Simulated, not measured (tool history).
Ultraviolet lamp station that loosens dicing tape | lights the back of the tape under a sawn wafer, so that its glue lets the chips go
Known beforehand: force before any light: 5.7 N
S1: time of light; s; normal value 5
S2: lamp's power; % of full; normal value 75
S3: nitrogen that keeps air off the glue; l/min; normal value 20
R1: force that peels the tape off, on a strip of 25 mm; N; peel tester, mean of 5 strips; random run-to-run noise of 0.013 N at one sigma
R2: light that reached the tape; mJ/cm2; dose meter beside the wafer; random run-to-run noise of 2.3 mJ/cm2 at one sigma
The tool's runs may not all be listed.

run 1 hour=0.0 | S1=5 S2=75 S3=20 | R1=0.612 R2=216
run 2 hour=11.1 | S1=5 S2=75 S3=20 | R1=0.605 R2=211
run 3 hour=24.6 | S1=5 S2=75 S3=20 | R1=0.600 R2=212
run 4 hour=47.6 | S1=5 S2=75 S3=20 | R1=0.605 R2=215
run 5 hour=63.8 | S1=5 S2=75 S3=20 | R1=0.629 R2=209
run 6 hour=88.3 | S1=5 S2=75 S3=20 | R1=0.594 R2=210
run 7 hour=110.8 | S1=5 S2=75 S3=20 | R1=0.586 R2=218
run 8 hour=131.1 | S1=5 S2=75 S3=27 | R1=0.545 R2=214
-- hour=140.4 window cleaned of glue's vapour
run 9 hour=148.7 | S1=5 S2=75 S3=27 | R1=0.529 R2=212
run 10 hour=169.8 | S1=5 S2=75 S3=27 | R1=0.527 R2=210
run 11 hour=194.4 | S1=10 S2=89 S3=39 | R1=0.079 R2=502
run 12 hour=214.6 | S1=10 S2=89 S3=39 | R1=0.079 R2=505
run 13 hour=225.6 | S1=10 S2=89 S3=39 | R1=0.075 R2=503
run 14 hour=247.9 | S1=7 S2=75 S3=12 | R1=0.371 R2=295
run 15 hour=261.0 | S1=7 S2=85 S3=24 | R1=0.195 R2=332
run 16 hour=276.4 | S1=2 S2=83 S3=6 | R1=2.753 R2=94

Each row is a separate what-if for the run after 16, all from the same tool condition, not one after another. Results?
run A hour=289.3 | S1=5 S2=68 S3=8 | R1=? R2=?
run B hour=289.3 | S1=5 S2=62 S3=20 | R1=? R2=?
run C hour=289.3 | S1=2 S2=83 S3=25 | R1=? R2=?

run=A R1=1.084 R2=195
run=B R1=0.897 R2=178
run=C R1=1.932 R2=94
The same runs, with their run-to-run variation unchanged, on a tool lacking any hidden condition would have given:
run=A R1=1.083 R2=195
run=B R1=0.896 R2=178
run=C R1=1.930 R2=94
